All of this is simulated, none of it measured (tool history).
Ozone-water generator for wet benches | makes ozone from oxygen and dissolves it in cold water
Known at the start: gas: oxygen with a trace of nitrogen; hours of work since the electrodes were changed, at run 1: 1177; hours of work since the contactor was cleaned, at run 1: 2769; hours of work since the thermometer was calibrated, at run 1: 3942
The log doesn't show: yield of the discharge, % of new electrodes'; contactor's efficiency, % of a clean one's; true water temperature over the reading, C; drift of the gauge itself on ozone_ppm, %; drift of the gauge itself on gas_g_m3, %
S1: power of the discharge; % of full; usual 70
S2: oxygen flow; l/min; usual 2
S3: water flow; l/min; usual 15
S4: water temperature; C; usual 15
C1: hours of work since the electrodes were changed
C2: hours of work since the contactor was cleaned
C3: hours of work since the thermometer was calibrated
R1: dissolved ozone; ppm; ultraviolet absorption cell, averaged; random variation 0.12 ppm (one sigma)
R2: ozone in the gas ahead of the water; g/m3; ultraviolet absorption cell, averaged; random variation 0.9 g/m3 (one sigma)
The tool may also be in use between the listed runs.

| run | hour | S1 | S2 | S3 | S4 | C1 | C2 | C3 | R1 | R2 |
|---|---|---|---|---|---|---|---|---|---|---|
| 1 | 0 | 70 | 2 | 15 | 15 | 1177 | 2769 | 3942 | 11.8 | 146.2 |
| 2 | 62.3 | 70 | 2 | 15 | 15 | 1228 | 2820 | 3994 | 11.5 | 148.6 |
| 3 | 97.4 | 44 | 2 | 15 | 15 | 1257 | 2850 | 4023 | 8.4 | 105.5 |
| 4 | 172.8 | 44 | 2 | 15 | 15 | 1319 | 2912 | 4085 | 8.6 | 104.7 |
| 5 | 213 | 70 | 2 | 17 | 15 | 1353 | 2945 | 4118 | 10.3 | 146.3 |
| 6 | 247 | 70 | 2 | 10 | 15 | 1381 | 2973 | 4146 | 16.7 | 146.6 |
| 7 | 313.4 | 70 | 2 | 10 | 15 | 1436 | 3028 | 4201 | 16.7 | 147.9 |
| 8 | 387 | 70 | 2 | 15 | 15 | 1496 | 3089 | 4262 | 11.7 | 145.1 |
|  | 395.1 | contactor cleaned |
| 9 | 434.5 | 70 | 2 | 15 | 15 | 1532 | 33 | 4298 | 11.4 | 146.8 |
| 10 | 506.9 | 70 | 2 | 15 | 15 | 1592 | 92 | 4358 | 11.9 | 143.7 |
| 11 | 554.3 | 70 | 2 | 15 | 15 | 1631 | 132 | 4397 | 11.5 | 145.8 |
|  | 621.3 | contactor cleaned, once more |
| 12 | 625.8 | 89 | 1.88 | 24 | 9 | 1687 | 4 | 4453 | 8.5 | 174.9 |
| 13 | 680.9 | 89 | 1.88 | 24 | 9 | 1733 | 49 | 4499 | 8.4 | 174.2 |
| 14 | 740.6 | 89 | 1.88 | 24 | 9 | 1782 | 99 | 4548 | 8.2 | 175.4 |
| 15 | 815.4 | 89 | 1.88 | 24 | 9 | 1844 | 160 | 4610 | 8.3 | 174.8 |
| 16 | 862.9 | 89 | 1.88 | 24 | 9 | 1883 | 200 | 4649 | 8.5 | 175.2 |
| 17 | 925 | 89 | 1.88 | 24 | 9 | 1934 | 251 | 4700 | 8.2 | 174.1 |
| 18 | 970.1 | 40 | 3.57 | 24 | 9 | 1972 | 288 | 4738 | 6.1 | 76.7 |
| 19 | 1031.5 | 77 | 1.32 | 15 | 15 | 2022 | 339 | 4788 | 10.8 | 183.2 |
| 20 | 1095.5 | 53 | 2 | 17 | 10 | 2075 | 392 | 4841 | 8.8 | 117.6 |
| 21 | 1131.8 | 53 | 2 | 17 | 10 | 2105 | 422 | 4871 | 8.6 | 119.7 |

4 ways to go on from here, each from the tool as it stands after run 21. What would each give?
| A | 1167.1 | 70 | 1.72 | 15 | 15 | 2135 | 451 | 4900 | ? | ? |
| B | 1167.1 | 57 | 2 | 17 | 14 | 2135 | 451 | 4900 | ? | ? |
| C | 1167.1 | 70 | 2 | 15 | 11 | 2135 | 451 | 4900 | ? | ? |
| D | 1167.1 | 70 | 1.16 | 15 | 9 | 2135 | 451 | 4900 | ? | ? |

| run | R1 | R2 |
|---|---|---|
| A | 11.1 | 153.4 |
| B | 8.9 | 125.3 |
| C | 12 | 143.7 |
| D | 9.7 | 179.5 |
Without the tool's hidden state the same runs would have given:
| run | R1 | R2 |
|---|---|---|
| A | 11.6 | 160.3 |
| B | 9.3 | 130 |
| C | 12.6 | 150.2 |
| D | 10.1 | 187.5 |
